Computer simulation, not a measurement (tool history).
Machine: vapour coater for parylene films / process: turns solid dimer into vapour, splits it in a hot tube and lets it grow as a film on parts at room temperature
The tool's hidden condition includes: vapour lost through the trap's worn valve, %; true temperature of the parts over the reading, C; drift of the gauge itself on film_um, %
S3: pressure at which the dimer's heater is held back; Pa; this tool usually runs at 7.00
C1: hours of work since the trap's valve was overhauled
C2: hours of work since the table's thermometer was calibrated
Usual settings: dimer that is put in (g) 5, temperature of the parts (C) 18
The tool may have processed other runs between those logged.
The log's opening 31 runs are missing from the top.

Run 32, hour 325.8: usual settings but temperature of the parts (C) 11, S3 2.26 Pa; C1 41; C2 280. Result: thickness of the film (µm) 1.69.
Run 33, hour 332.1: usual settings but dimer that is put in (g) 3, temperature of the parts (C) 20, S3 5.58 Pa; C1 45; C2 284. Result: thickness of the film (µm) 0.70.
Run 34, hour 344.9: usual settings but dimer that is put in (g) 6, temperature of the parts (C) 20, S3 2.77 Pa; C1 55; C2 294. Result: thickness of the film (µm) 1.62.
Run 35, hour 352.3: usual settings but dimer that is put in (g) 7, temperature of the parts (C) 13, S3 4.16 Pa; C1 60; C2 299. Result: thickness of the film (µm) 1.97.
Run 36, hour 365.1: usual settings but temperature of the parts (C) 29; C1 69; C2 308. Result: thickness of the film (µm) 0.91.
Run 37, hour 372.8: usual settings but temperature of the parts (C) 29; C1 75; C2 314. Result: thickness of the film (µm) 0.91.
Run 38, hour 379.7: usual settings but temperature of the parts (C) 29; C1 80; C2 319. Result: thickness of the film (µm) 0.90.
Run 39, hour 391.0: usual settings but S3 2.05 Pa; C1 89; C2 328. Result: thickness of the film (µm) 1.42.
Run 40, hour 405.6: usual settings but dimer that is put in (g) 4, temperature of the parts (C) 14, S3 3.41 Pa; C1 99; C2 338. Result: thickness of the film (µm) 1.12.
Run 41, hour 420.2: usual settings but dimer that is put in (g) 3, temperature of the parts (C) 19; C1 110; C2 349. Result: thickness of the film (µm) 0.65.
Run 42, hour 432.6: usual settings but dimer that is put in (g) 7, S3 10.66 Pa; C1 119; C2 358. Result: thickness of the film (µm) 1.41.
Run 43, hour 443.2: usual settings but dimer that is put in (g) 6; C1 127; C2 366. Result: thickness of the film (µm) 1.34.
Run 44, hour 450.0: usual settings but dimer that is put in (g) 8, temperature of the parts (C) 27, S3 9.66 Pa; C1 132; C2 371. Result: thickness of the film (µm) 1.36.
Run 45, hour 456.3: usual settings but dimer that is put in (g) 3, temperature of the parts (C) 16, S3 5.57 Pa; C1 137; C2 376. Result: thickness of the film (µm) 0.74.
Run 46, hour 470.0: usual settings but dimer that is put in (g) 6, temperature of the parts (C) 26, S3 6.39 Pa; C1 147; C2 386. Result: thickness of the film (µm) 1.15.
Run 47, hour 484.7: usual settings but dimer that is put in (g) 6, temperature of the parts (C) 14, S3 7.27 Pa; C1 158; C2 397. Result: thickness of the film (µm) 1.40.

Forecast each of these 4 alternatives for the next run:
Run A, hour 499.3: usual settings but dimer that is put in (g) 3, S3 2.46 Pa; C1 168; C2 407. Result: thickness of the film (µm) ?.
Run B, hour 499.3: usual settings but S3 7.14 Pa; C1 168; C2 407. Result: thickness of the film (µm) ?.
Run C, hour 499.3: usual settings but dimer that is put in (g) 8, temperature of the parts (C) 15, S3 3.01 Pa; C1 168; C2 407. Result: thickness of the film (µm) ?.
Run D, hour 499.3: usual settings but dimer that is put in (g) 3, temperature of the parts (C) 14, S3 7.27 Pa; C1 168; C2 407. Result: thickness of the film (µm) ?.

run  thickness of the film (µm)
  A                        0.79
  B                        1.08
  C                        2.17
  D                        0.70
With no hidden state in the tool, these same runs would have given:
run  thickness of the film (µm)
  A                        0.88
  B                        1.20
  C                        2.40
  D                        0.77
